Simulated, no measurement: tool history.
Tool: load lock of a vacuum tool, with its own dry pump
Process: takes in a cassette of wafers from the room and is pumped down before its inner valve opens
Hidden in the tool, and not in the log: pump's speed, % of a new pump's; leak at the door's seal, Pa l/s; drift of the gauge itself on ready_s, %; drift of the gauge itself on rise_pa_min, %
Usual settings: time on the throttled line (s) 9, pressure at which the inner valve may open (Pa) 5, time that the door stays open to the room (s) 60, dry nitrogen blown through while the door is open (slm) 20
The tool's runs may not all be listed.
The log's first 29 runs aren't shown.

| run | day | time on the throttled line (s) | pressure at which the inner valve may open (Pa) | time that the door stays open to the room (s) | dry nitrogen blown through while the door is open (slm) | hours that the pump has run since its overhaul | times that the door has closed on its seal | incoming humidity of the room's air, % | time from the closed door until the inner valve may open (s) | rise of the pressure with all valves shut (Pa/min) |
|---|---|---|---|---|---|---|---|---|---|---|
| 30 | 158.238 | 5 | 5 | 151 | 40 | 13503 | 34004 | 46.3 | 16.3 | 0.403 |
| 31 | 163.038 | 5 | 5 | 151 | 40 | 13618 | 34500 | 45.8 | 16.3 | 0.420 |
| 32 | 168.671 | 11 | 5 | 173 | 20 | 13753 | 35082 | 44.6 | 20.2 | 0.462 |
| 33 | 173.596 | 11 | 5 | 173 | 20 | 13871 | 35591 | 41.5 | 20.4 | 0.465 |
| 34 | 180.371 | 12 | 5 | 29 | 28 | 14034 | 36291 | 45.8 | 21.0 | 0.430 |
| 35 | 186.558 | 5 | 6 | 81 | 35 | 14182 | 36930 | 45.4 | 16.0 | 0.453 |
| 36 | 192.071 | 7 | 5 | 37 | 32 | 14315 | 37499 | 41.5 | 17.4 | 0.458 |
| 37 | 199.383 | 7 | 5 | 37 | 32 | 14490 | 38255 | 46.1 | 17.8 | 0.462 |

3 ways to go on from here, each from the tool as it stands after run 37. What would each give?
| A | 202.829 | 4 | 5 | 37 | 32 | 14573 | 38611 | 40.9 | ? | ? |
| B | 202.829 | 5 | 5 | 44 | 32 | 14573 | 38611 | 46.1 | ? | ? |
| C | 202.829 | 9 | 9 | 60 | 5 | 14573 | 38611 | 47.3 | ? | ? |

| run | time from the closed door until the inner valve may open (s) | rise of the pressure with all valves shut (Pa/min) |
|---|---|---|
| A | 15.6 | 0.459 |
| B | 16.5 | 0.472 |
| C | 18.3 | 0.516 |
Without the tool's hidden state the same runs would have given:
| run | time from the closed door until the inner valve may open (s) | rise of the pressure with all valves shut (Pa/min) |
|---|---|---|
| A | 14.2 | 0.029 |
| B | 15.2 | 0.038 |
| C | 17.2 | 0.078 |

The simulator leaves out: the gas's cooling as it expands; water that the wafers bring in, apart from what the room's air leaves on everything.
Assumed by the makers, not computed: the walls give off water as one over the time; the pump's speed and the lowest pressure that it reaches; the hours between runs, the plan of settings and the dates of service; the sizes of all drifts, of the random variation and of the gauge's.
